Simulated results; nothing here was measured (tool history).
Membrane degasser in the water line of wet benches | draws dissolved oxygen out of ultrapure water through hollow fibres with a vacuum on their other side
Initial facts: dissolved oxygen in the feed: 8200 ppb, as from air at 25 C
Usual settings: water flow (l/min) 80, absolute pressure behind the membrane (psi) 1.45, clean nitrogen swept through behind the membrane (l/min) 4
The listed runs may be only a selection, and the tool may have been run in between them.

run	hour	water flow (l/min)	absolute pressure behind the membrane (psi)	clean nitrogen swept through behind the membrane (l/min)	dissolved oxygen in the water behind the degasser (ppb)	pressure that the water loses in the fibres (psi)
1	0	80	1.45	4	555.9	8.892
2	63.6	80	1.75	4	639.4	8.879
3	123.3	80	1.75	4	639.3	8.86
4	186.1	80	1.45	4	565.7	8.911
5	238.5	80	1.55	4	584.2	8.908
6	298.8	80	1.55	4	596.9	8.831
7	344.1	80	1.45	4	555.7	8.868
8	382.3	80	1.45	4	555.7	8.886
9	433.4	80	1.45	4	562	8.926
10	478.3	80	1.45	1.66	848.1	8.924
11	520.9	59	1.45	4	380.2	6.531
12	587.5	59	1.45	4	382	6.595
13	659.3	80	1.45	4	567.8	8.937
14	701.4	80	1.45	4	571.5	8.973
15	753.9	53	0.94	11.61	168.3	5.903
16	792.7	80	1.6	3.77	616.9	8.971
17	849.2	71	2.63	1.94	1184.1	7.936
# hour 853: vacuum gauge calibrated
18	893.3	71	2.63	1.94	1190.8	7.935
19	963.3	80	2.1	3.44	809.1	8.901
20	1004.7	79	3.39	2.75	1335.5	8.876
21	1044.5	79	3.39	2.75	1284.3	8.876
22	1109.2	98	0.97	2	700.4	11.004
23	1157.2	80	1.15	5.65	434.8	9.018
# hour 1174.3: vacuum gauge calibrated, once more
24	1202.3	80	1.15	5.65	434.2	8.969
25	1270.3	80	1.35	2.94	626.7	9.046

Selected run-to-run steps in dissolved oxygen in the water behind the degasser (ppb), each split into two signed amounts: the part the tool would show with no hidden state at all (from settings, incoming material and random variation), and the remainder, which goes to the hidden state together with any gauge scatter not common to the measured and the hidden-state-free results:
The hidden state here: membrane still open, %; true pressure behind the membrane over the reading, kPa; air that leaks in behind the membrane, l/min; drift of the gauge itself on oxygen_ppb, %; drift of the gauge itself on loss_of_pressure_kpa, %.
Run 15 -> 16: water flow (l/min) 53 -> 80, absolute pressure behind the membrane (psi) 0.94 -> 1.6, clean nitrogen swept through behind the membrane (l/min) 11.61 -> 3.77. dissolved oxygen in the water behind the degasser (ppb) +448.6: hidden state +16.7, all else +431.9.
Run 16 -> 17: water flow (l/min) 80 -> 71, absolute pressure behind the membrane (psi) 1.6 -> 2.63, clean nitrogen swept through behind the membrane (l/min) 3.77 -> 1.94. dissolved oxygen in the water behind the degasser (ppb) +567.2: hidden state -6.3, all else +573.5.
Run 21 -> 22: water flow (l/min) 79 -> 98, absolute pressure behind the membrane (psi) 3.39 -> 0.97, clean nitrogen swept through behind the membrane (l/min) 2.75 -> 2. dissolved oxygen in the water behind the degasser (ppb) -583.9: hidden state +21.8, all else -605.7.

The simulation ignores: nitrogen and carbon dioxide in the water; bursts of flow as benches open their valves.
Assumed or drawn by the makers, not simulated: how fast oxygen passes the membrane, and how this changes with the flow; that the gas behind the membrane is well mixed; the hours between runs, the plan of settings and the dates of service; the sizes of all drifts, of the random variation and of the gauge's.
